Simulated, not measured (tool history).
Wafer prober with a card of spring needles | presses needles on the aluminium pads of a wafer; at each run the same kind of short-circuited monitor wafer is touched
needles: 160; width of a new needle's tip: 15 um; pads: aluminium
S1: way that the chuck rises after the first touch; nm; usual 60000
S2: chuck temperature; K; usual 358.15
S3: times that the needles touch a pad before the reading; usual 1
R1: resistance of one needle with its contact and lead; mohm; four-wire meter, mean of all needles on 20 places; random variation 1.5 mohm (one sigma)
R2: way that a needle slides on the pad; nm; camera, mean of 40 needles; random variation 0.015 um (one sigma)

run 1 hour=0 | S1=60000 S2=358.15 S3=1 | R1=239 R2=13650
-- hour=2.3 tips cleaned on abrasive film
-- hour=11.8 tips cleaned on abrasive film
-- hour=22.7 tips cleaned on abrasive film
run 2 hour=22.7 | S1=60000 S2=358.15 S3=1 | R1=149 R2=13610
-- hour=34 tips cleaned on abrasive film
-- hour=44.9 tips cleaned on abrasive film
run 3 hour=44.9 | S1=60000 S2=345.15 S3=1 | R1=147 R2=13560
-- hour=56.6 tips cleaned on abrasive film
-- hour=67.9 tips cleaned on abrasive film
run 4 hour=70.2 | S1=60000 S2=358.15 S3=1 | R1=203 R2=13490
-- hour=79.6 tips cleaned on abrasive film
-- hour=91.3 tips cleaned on abrasive film
-- hour=102.5 tips cleaned on abrasive film
run 5 hour=102.5 | S1=60000 S2=302.15 S3=1 | R1=141 R2=13430
-- hour=113.7 tips cleaned on abrasive film
-- hour=123.8 tips cleaned on abrasive film
run 6 hour=123.8 | S1=60000 S2=321.15 S3=1 | R1=145 R2=13370
-- hour=135.6 tips cleaned on abrasive film
-- hour=142.9 height of the first contact set anew
-- hour=147.7 tips cleaned on abrasive film
-- hour=159.2 tips cleaned on abrasive film
run 7 hour=167.8 | S1=60000 S2=321.15 S3=1 | R1=258 R2=13300
-- hour=170.2 tips cleaned on abrasive film
-- hour=181.6 tips cleaned on abrasive film
-- hour=191 tips cleaned on abrasive film
-- hour=200.5 tips cleaned on abrasive film
-- hour=212.3 tips cleaned on abrasive film
run 8 hour=213.8 | S1=76000 S2=321.15 S3=1 | R1=166 R2=16840
-- hour=222.9 tips cleaned on abrasive film
-- hour=234.2 tips cleaned on abrasive film
-- hour=246 tips cleaned on abrasive film
run 9 hour=252.7 | S1=60000 S2=358.15 S3=1 | R1=247 R2=13170
-- hour=257.5 tips cleaned on abrasive film
-- hour=264.8 height of the first contact set anew, once more
-- hour=267.2 tips cleaned on abrasive film
-- hour=278.2 tips cleaned on abrasive film
run 10 hour=284.9 | S1=60000 S2=358.15 S3=1 | R1=244 R2=13610
-- hour=288.9 tips cleaned on abrasive film
-- hour=300.6 tips cleaned on abrasive film
-- hour=310.1 tips cleaned on abrasive film
-- hour=321.9 tips cleaned on abrasive film
run 11 hour=323 | S1=60000 S2=358.15 S3=1 | R1=179 R2=13530
-- hour=332.2 tips cleaned on abrasive film
-- hour=341.6 tips cleaned on abrasive film
-- hour=352.3 tips cleaned on abrasive film
run 12 hour=352.3 | S1=60000 S2=358.15 S3=1 | R1=150 R2=13510
-- hour=361.8 tips cleaned on abrasive film
-- hour=373.6 tips cleaned on abrasive film
-- hour=385.4 tips cleaned on abrasive film
-- hour=396.3 tips cleaned on abrasive film
run 13 hour=396.3 | S1=60000 S2=358.15 S3=1 | R1=156 R2=13440
-- hour=405.7 tips cleaned on abrasive film
-- hour=417.1 tips cleaned on abrasive film
-- hour=421.7 height of the first contact set anew
-- hour=428.8 tips cleaned on abrasive film
run 14 hour=435.5 | S1=60000 S2=358.15 S3=1 | R1=246 R2=13630
-- hour=440.3 tips cleaned on abrasive film
-- hour=449.8 tips cleaned on abrasive film
-- hour=459.2 tips cleaned on abrasive film
run 15 hour=464 | S1=72000 S2=358.15 S3=1 | R1=213 R2=16290
-- hour=468.8 tips cleaned on abrasive film
-- hour=478.3 tips cleaned on abrasive film
-- hour=487.7 tips cleaned on abrasive film
-- hour=499.3 tips cleaned on abrasive film
run 16 hour=499.6 | S1=72000 S2=358.15 S3=1 | R1=160 R2=16220
-- hour=510.9 tips cleaned on abrasive film
-- hour=522.4 tips cleaned on abrasive film
-- hour=534.2 tips cleaned on abrasive film
run 17 hour=541.6 | S1=72000 S2=358.15 S3=1 | R1=220 R2=16140
-- hour=543.7 tips cleaned on abrasive film
-- hour=555 tips cleaned on abrasive film
-- hour=564.4 tips cleaned on abrasive film
run 18 hour=571.8 | S1=43000 S2=358.15 S3=1 | R1=371 R2=9490
-- hour=574.3 tips cleaned on abrasive film
-- hour=579.2 height of the first contact set anew
-- hour=584 tips cleaned on abrasive film
-- hour=595.4 tips cleaned on abrasive film
run 19 hour=598.6 | S1=48000 S2=345.15 S3=1 | R1=274 R2=10890
-- hour=605.4 tips cleaned on abrasive film
-- hour=616.7 tips cleaned on abrasive film
run 20 hour=622.1 | S1=78000 S2=332.15 S3=1 | R1=203 R2=17670
-- hour=626.9 tips cleaned on abrasive film
-- hour=638.3 tips cleaned on abrasive film
run 21 hour=641 | S1=78000 S2=332.15 S3=1 | R1=182 R2=17630
-- hour=647.8 tips cleaned on abrasive film
-- hour=657.3 tips cleaned on abrasive film
-- hour=668.7 tips cleaned on abrasive film
run 22 hour=674.2 | S1=78000 S2=332.15 S3=1 | R1=212 R2=17600
-- hour=679 tips cleaned on abrasive film
-- hour=689.9 tips cleaned on abrasive film
-- hour=699.4 tips cleaned on abrasive film
run 23 hour=702.8 | S1=45000 S2=324.15 S3=3 | R1=197 R2=9990
-- hour=709.6 tips cleaned on abrasive film
-- hour=721 tips cleaned on abrasive film
run 24 hour=727.6 | S1=51000 S2=358.15 S3=1 | R1=302 R2=11320
-- hour=732.4 tips cleaned on abrasive film
-- hour=737.4 height of the first contact set anew
-- hour=744.1 tips cleaned on abrasive film
-- hour=755.9 tips cleaned on abrasive film
run 25 hour=759.4 | S1=51000 S2=358.15 S3=1 | R1=262 R2=11560
-- hour=766.2 tips cleaned on abrasive film
-- hour=777.7 tips cleaned on abrasive film
run 26 hour=781.1 | S1=68000 S2=358.15 S3=2 | R1=185 R2=15430

Hidden state or all else? Some run-to-run changes of R1, split into what the settings, what came in and random variation would give without the hidden state, and what is left for the hidden state (with any gauge scatter that isn't in both results):
The hidden state here: debris on the tips, nm; way that the needles fall short of the set height, um; tips' diameter, um; drift of the gauge itself on contact_mohm, %; drift of the gauge itself on scrub_um, %.
Run 6 -> 7: tips cleaned on abrasive film, height of the first contact set anew, tips cleaned on abrasive film, tips cleaned on abrasive film. R1 +113 mohm: hidden state +109, all else +4.
Run 17 -> 18: S1 72000 -> 43000, tips cleaned on abrasive film, tips cleaned on abrasive film, tips cleaned on abrasive film. R1 +151 mohm: hidden state +146, all else +5.
